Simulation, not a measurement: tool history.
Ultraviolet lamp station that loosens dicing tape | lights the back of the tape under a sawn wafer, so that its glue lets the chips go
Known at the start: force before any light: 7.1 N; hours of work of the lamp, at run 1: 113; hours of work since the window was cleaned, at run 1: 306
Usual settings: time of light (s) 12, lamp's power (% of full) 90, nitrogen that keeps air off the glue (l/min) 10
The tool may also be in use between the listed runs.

run,hour,time of light (s),lamp's power (% of full),nitrogen that keeps air off the glue (l/min),hours of work of the lamp,hours of work since the window was cleaned,force that peels the tape off (N),light that reached the tape (J/m2)
1,0.0,12,90,10,113,306,0.748,5040
2,15.5,8,90,10,120,314,1.683,3320
3,47.0,12,90,10,135,329,0.798,4980
4,76.8,12,90,7,149,343,0.952,4890
5,96.2,12,99,10,159,352,0.658,5360
6,118.8,12,99,10,169,363,0.655,5370
7,133.5,12,99,10,176,370,0.656,5300
8,167.2,12,90,10,192,386,0.812,4830
9,200.6,12,90,4,208,402,1.256,4730
10,231.5,12,90,4,223,416,1.317,4850
11,262.7,12,90,4,238,431,1.267,4710
12,284.8,12,90,4,248,442,1.312,4690
13,310.7,12,90,4,261,454,1.360,4680
14,331.5,12,90,4,271,464,1.327,4670
15,357.1,12,90,5,283,476,1.266,4610
16,375.5,12,90,5,292,485,1.239,4610
# hour 406.6: window cleaned of glue's vapour
17,409.3,12,90,5,307,1,1.105,4950
18,438.3,14,90,10,321,15,0.554,5740
19,466.2,14,90,10,334,28,0.575,5690
20,494.3,12,97,10,348,42,0.683,5230
21,513.1,12,90,10,357,51,0.783,4820
22,534.0,12,90,10,367,61,0.808,4810
23,548.0,10,70,19,373,67,1.433,3150
24,571.4,10,70,19,385,78,1.404,3090
25,590.8,22,62,4,394,88,0.883,6010
26,623.3,22,62,4,409,103,0.880,6060
27,653.4,15,76,16,424,117,0.641,4980
28,672.7,18,90,10,433,127,0.330,7050
29,699.0,9,83,10,445,139,1.615,3220
30,722.0,9,83,10,456,150,1.648,3200
31,755.3,12,90,3,472,166,1.570,4560
32,782.1,20,91,10,485,179,0.265,7740
33,796.3,6,65,4,492,185,3.767,1640
34,829.1,6,65,4,507,201,3.918,1630
35,856.3,17,75,11,520,214,0.641,5280
36,885.9,8,72,6,534,228,2.660,2350
37,915.5,7,72,3,548,242,3.484,2040
38,933.2,17,69,4,557,251,1.276,4850
39,951.7,17,69,14,566,260,0.722,4770
40,981.6,8,66,10,580,274,2.738,2130
41,997.8,8,66,10,588,281,2.739,2130
42,1031.5,9,66,10,604,298,2.537,2380

3 ways to go on from here, each from the tool as it stands after run 42. What would each give?
A,1063.4,12,84,18,619,313,?,?
B,1063.4,13,90,6,619,313,?,?
C,1063.4,12,80,10,619,313,?,?

run,force that peels the tape off (N),light that reached the tape (J/m2)
A,0.943,4020
B,1.130,4690
C,1.311,3860
Without the tool's hidden state the same runs would have given:
run,force that peels the tape off (N),light that reached the tape (J/m2)
A,0.551,5150
B,0.690,6010
C,0.821,4940
